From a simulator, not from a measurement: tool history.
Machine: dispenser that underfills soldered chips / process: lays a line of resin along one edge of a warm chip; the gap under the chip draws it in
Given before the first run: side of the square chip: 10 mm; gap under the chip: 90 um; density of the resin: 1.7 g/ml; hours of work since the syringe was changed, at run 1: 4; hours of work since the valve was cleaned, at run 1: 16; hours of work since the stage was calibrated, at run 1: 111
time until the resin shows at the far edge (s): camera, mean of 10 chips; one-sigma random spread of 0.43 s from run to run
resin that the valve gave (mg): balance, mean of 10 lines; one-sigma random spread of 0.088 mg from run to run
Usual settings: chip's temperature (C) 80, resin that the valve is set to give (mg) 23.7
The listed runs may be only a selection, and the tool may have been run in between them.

run	hour	chip's temperature (C)	resin that the valve is set to give (mg)	hours of work since the syringe was changed	hours of work since the valve was cleaned	hours of work since the stage was calibrated	time until the resin shows at the far edge (s)	resin that the valve gave (mg)
1	0	80	23.7	4	16	111	38.6	23.43
2	5.6	80	23.7	8	20	115	48.5	23.3
# hour 9.6: new syringe of resin
3	12	80	23.7	2	24	119	34.9	23.24
4	17.1	80	23.7	5	28	123	42.6	23.03
5	20.1	73	23.7	7	30	125	67.6	23.04
6	23	73	23.7	9	32	127	75.7	23.02
# hour 24.8: new syringe of resin
7	26.4	80	23.7	1	34	129	34.8	22.8
8	32.3	80	23.7	5	38	133	42.8	22.79
9	38.7	80	23.7	10	42	137	54.2	22.7
# hour 39.6: new syringe of resin
10	44.5	80	23.7	3	46	141	39.1	22.43
11	51	79	22	8	51	146	53	20.76
# hour 53.3: dispensing valve cleaned and set on the balance
# hour 55.5: new syringe of resin
12	55.5	79	27.9	0	1	148	33.4	27.89
13	59.6	79	27.9	3	4	151	39	27.82
14	65.2	90	27.9	7	8	155	27.3	27.68

Expected results for the next run?
15	68	67	24.8	9	10	156	?	?

{"run 15": {"time until the resin shows at the far edge (s)": 98.4, "resin that the valve gave (mg)": 24.59}}
The same run, on a tool lacking any hidden state, would have yielded time until the resin shows at the far edge (s) 58.6, resin that the valve gave (mg) 24.84.
